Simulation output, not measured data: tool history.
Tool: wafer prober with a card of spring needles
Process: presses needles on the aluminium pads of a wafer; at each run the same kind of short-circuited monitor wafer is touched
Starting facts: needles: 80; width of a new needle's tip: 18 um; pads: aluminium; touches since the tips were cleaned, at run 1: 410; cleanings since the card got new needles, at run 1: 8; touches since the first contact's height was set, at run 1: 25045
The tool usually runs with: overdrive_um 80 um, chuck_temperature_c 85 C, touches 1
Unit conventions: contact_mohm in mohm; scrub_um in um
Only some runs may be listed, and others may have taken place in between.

| run | day | overdrive_um | chuck_temperature_c | touches | touches since the tips were cleaned | cleanings since the card got new needles | touches since the first contact's height was set | contact_mohm | scrub_um |
|---|---|---|---|---|---|---|---|---|---|
| 1 | 0 | 80 | 85 | 1 | 410 | 8 | 25045 | 189.6 | 18.53 |
|  | 0.217 | tips cleaned on abrasive film |
|  | 0.488 | tips cleaned on abrasive film |
|  | 0.704 | tips cleaned on abrasive film |
| 2 | 0.779 | 80 | 85 | 1 | 1001 | 11 | 35484 | 191.4 | 18.5 |
|  | 0.942 | tips cleaned on abrasive film |
|  | 1.212 | tips cleaned on abrasive film |
|  | 1.433 | tips cleaned on abrasive film |
|  | 1.65 | tips cleaned on abrasive film |
|  | 1.867 | tips cleaned on abrasive film |
| 3 | 2.038 | 80 | 85 | 1 | 2326 | 16 | 52328 | 196.5 | 18.46 |
|  | 2.096 | tips cleaned on abrasive film |
|  | 2.312 | tips cleaned on abrasive film |
|  | 2.529 | tips cleaned on abrasive film |
| 4 | 2.642 | 80 | 85 | 1 | 1553 | 19 | 60413 | 194.8 | 18.26 |
|  | 2.754 | tips cleaned on abrasive film |
|  | 3.025 | tips cleaned on abrasive film |
|  | 3.242 | tips cleaned on abrasive film |
|  | 3.458 | tips cleaned on abrasive film |
|  | 3.729 | tips cleaned on abrasive film |
| 5 | 3.817 | 80 | 27 | 1 | 1187 | 24 | 76119 | 182.5 | 18.18 |
|  | 3.983 | tips cleaned on abrasive film |
|  | 4.2 | tips cleaned on abrasive film |
|  | 4.417 | tips cleaned on abrasive film |
| 6 | 4.571 | 80 | 27 | 1 | 2109 | 27 | 86214 | 186.9 | 18.13 |
|  | 4.683 | tips cleaned on abrasive film |
|  | 4.954 | tips cleaned on abrasive film |
|  | 5.225 | tips cleaned on abrasive film |
| 7 | 5.342 | 80 | 37 | 1 | 1599 | 30 | 96524 | 186.1 | 18.18 |
|  | 5.454 | tips cleaned on abrasive film |
|  | 5.725 | tips cleaned on abrasive film |
|  | 5.942 | tips cleaned on abrasive film |
|  | 6.212 | tips cleaned on abrasive film |
| 8 | 6.404 | 80 | 85 | 1 | 2608 | 34 | 110749 | 197.1 | 17.98 |
|  | 6.462 | tips cleaned on abrasive film |
|  | 6.733 | tips cleaned on abrasive film |
|  | 7 | tips cleaned on abrasive film |
| 9 | 7.158 | 80 | 85 | 1 | 2134 | 37 | 120869 | 196.2 | 17.95 |
|  | 7.271 | tips cleaned on abrasive film |
|  | 7.488 | tips cleaned on abrasive film |
|  | 7.704 | tips cleaned on abrasive film |
|  | 7.975 | tips cleaned on abrasive film |
|  | 8.246 | tips cleaned on abrasive film |
| 10 | 8.412 | 80 | 85 | 1 | 2255 | 42 | 137644 | 197 | 17.9 |
|  | 8.471 | tips cleaned on abrasive film |
|  | 8.742 | tips cleaned on abrasive film |
|  | 9.012 | tips cleaned on abrasive film |
|  | 9.229 | tips cleaned on abrasive film |
|  | 9.446 | tips cleaned on abrasive film |
|  | 9.679 | tips cleaned on abrasive film |
| 11 | 9.679 | 80 | 85 | 1 | 0 | 48 | 154577 | 188.9 | 17.76 |
|  | 9.896 | tips cleaned on abrasive film |
|  | 10.117 | tips cleaned on abrasive film |
|  | 10.333 | tips cleaned on abrasive film |
| 12 | 10.45 | 80 | 85 | 1 | 1568 | 51 | 164858 | 194.9 | 17.65 |
|  | 10.558 | tips cleaned on abrasive film |
|  | 10.775 | tips cleaned on abrasive film |
|  | 11.046 | tips cleaned on abrasive film |
| 13 | 11.108 | 80 | 85 | 1 | 835 | 54 | 173677 | 192.9 | 17.55 |
|  | 11.271 | tips cleaned on abrasive film |
|  | 11.492 | tips cleaned on abrasive film |
|  | 11.717 | height of the first contact set anew |
|  | 11.775 | tips cleaned on abrasive film |
|  | 12.046 | tips cleaned on abrasive film |
|  | 12.262 | tips cleaned on abrasive film |
| 14 | 12.442 | 66 | 79 | 2 | 2445 | 59 | 9705 | 194.8 | 15.32 |
|  | 12.5 | tips cleaned on abrasive film |
|  | 12.771 | tips cleaned on abrasive film |
|  | 13.042 | tips cleaned on abrasive film |
| 15 | 13.158 | 90 | 35 | 2 | 1591 | 62 | 19281 | 179.7 | 20.94 |
|  | 13.267 | tips cleaned on abrasive film |
|  | 13.538 | tips cleaned on abrasive film |
|  | 13.8 | tips cleaned on abrasive film |
| 16 | 13.8 | 90 | 35 | 2 | 0 | 65 | 27877 | 179.1 | 21 |
|  | 14.017 | tips cleaned on abrasive film |
|  | 14.288 | tips cleaned on abrasive film |
|  | 14.558 | tips cleaned on abrasive film |
| 17 | 14.575 | 64 | 40 | 3 | 228 | 68 | 38268 | 182.8 | 14.73 |
|  | 14.792 | tips cleaned on abrasive film |
|  | 15.012 | tips cleaned on abrasive film |
|  | 15.229 | tips cleaned on abrasive film |
|  | 15.446 | tips cleaned on abrasive film |
|  | 15.662 | tips cleaned on abrasive film |
| 18 | 15.696 | 64 | 40 | 2 | 415 | 73 | 53202 | 183 | 14.58 |
|  | 15.912 | tips cleaned on abrasive film |
|  | 16.129 | tips cleaned on abrasive film |
|  | 16.4 | tips cleaned on abrasive film |
|  | 16.671 | tips cleaned on abrasive film |
|  | 16.888 | tips cleaned on abrasive film |
| 19 | 17.046 | 89 | 103 | 2 | 2149 | 78 | 71323 | 195.5 | 20.37 |
|  | 17.158 | tips cleaned on abrasive film |
|  | 17.429 | tips cleaned on abrasive film |
|  | 17.646 | tips cleaned on abrasive film |
|  | 17.862 | tips cleaned on abrasive film |
|  | 18.083 | tips cleaned on abrasive film |
| 20 | 18.083 | 89 | 103 | 2 | 0 | 83 | 85157 | 191.7 | 20.22 |
|  | 18.354 | tips cleaned on abrasive film |
|  | 18.571 | tips cleaned on abrasive film |
|  | 18.788 | tips cleaned on abrasive film |
| 21 | 18.879 | 91 | 77 | 3 | 1254 | 86 | 95846 | 189.9 | 20.7 |
|  | 19.046 | tips cleaned on abrasive film |
|  | 19.262 | tips cleaned on abrasive film |
|  | 19.479 | tips cleaned on abrasive film |
|  | 19.75 | tips cleaned on abrasive film |
|  | 19.992 | tips cleaned on abrasive film |
| 22 | 19.992 | 65 | 32 | 2 | 0 | 91 | 110689 | 180 | 14.55 |
|  | 20.262 | tips cleaned on abrasive film |
|  | 20.479 | tips cleaned on abrasive film |
|  | 20.708 | tips cleaned on abrasive film |
| 23 | 20.708 | 87 | 59 | 1 | 0 | 94 | 120297 | 182.4 | 19.59 |
|  | 20.979 | tips cleaned on abrasive film |
|  | 21.196 | tips cleaned on abrasive film |
|  | 21.446 | tips cleaned on abrasive film |
| 24 | 21.446 | 98 | 86 | 1 | 0 | 97 | 130159 | 188.2 | 22.02 |
|  | 21.717 | tips cleaned on abrasive film |
|  | 21.933 | tips cleaned on abrasive film |
| 25 | 22.025 | 62 | 40 | 1 | 1219 | 99 | 137911 | 194.9 | 13.61 |

Each row is a separate what-if for the run after 25, all from the same tool condition, not one after another. Results?
|  | 22.188 | tips cleaned on abrasive film |
|  | 22.404 | tips cleaned on abrasive film |
|  | 22.675 | tips cleaned on abrasive film |
| A | 22.742 | 62 | 30 | 1 | 884 | 102 | 147506 | ? | ? |
|  | 22.188 | tips cleaned on abrasive film |
|  | 22.404 | tips cleaned on abrasive film |
|  | 22.675 | tips cleaned on abrasive film |
| B | 22.742 | 68 | 40 | 1 | 884 | 102 | 147506 | ? | ? |
|  | 22.188 | tips cleaned on abrasive film |
|  | 22.404 | tips cleaned on abrasive film |
|  | 22.675 | tips cleaned on abrasive film |
| C | 22.742 | 92 | 29 | 2 | 884 | 102 | 147506 | ? | ? |
|  | 22.188 | tips cleaned on abrasive film |
|  | 22.404 | tips cleaned on abrasive film |
|  | 22.675 | tips cleaned on abrasive film |
| D | 22.742 | 73 | 44 | 1 | 884 | 102 | 147506 | ? | ? |
|  | 22.188 | tips cleaned on abrasive film |
|  | 22.404 | tips cleaned on abrasive film |
|  | 22.675 | tips cleaned on abrasive film |
| E | 22.742 | 62 | 46 | 1 | 884 | 102 | 147506 | ? | ? |

| run | contact_mohm | scrub_um |
|---|---|---|
| A | 192.8 | 13.55 |
| B | 190.4 | 14.9 |
| C | 177.9 | 20.61 |
| D | 190.1 | 16.15 |
| E | 192.3 | 13.61 |
Had the tool no hidden state, the same runs would have come out as:
| run | contact_mohm | scrub_um |
|---|---|---|
| A | 180.5 | 14.5 |
| B | 180.1 | 15.85 |
| C | 173.8 | 21.57 |
| D | 181.1 | 17.1 |
| E | 180.3 | 14.56 |

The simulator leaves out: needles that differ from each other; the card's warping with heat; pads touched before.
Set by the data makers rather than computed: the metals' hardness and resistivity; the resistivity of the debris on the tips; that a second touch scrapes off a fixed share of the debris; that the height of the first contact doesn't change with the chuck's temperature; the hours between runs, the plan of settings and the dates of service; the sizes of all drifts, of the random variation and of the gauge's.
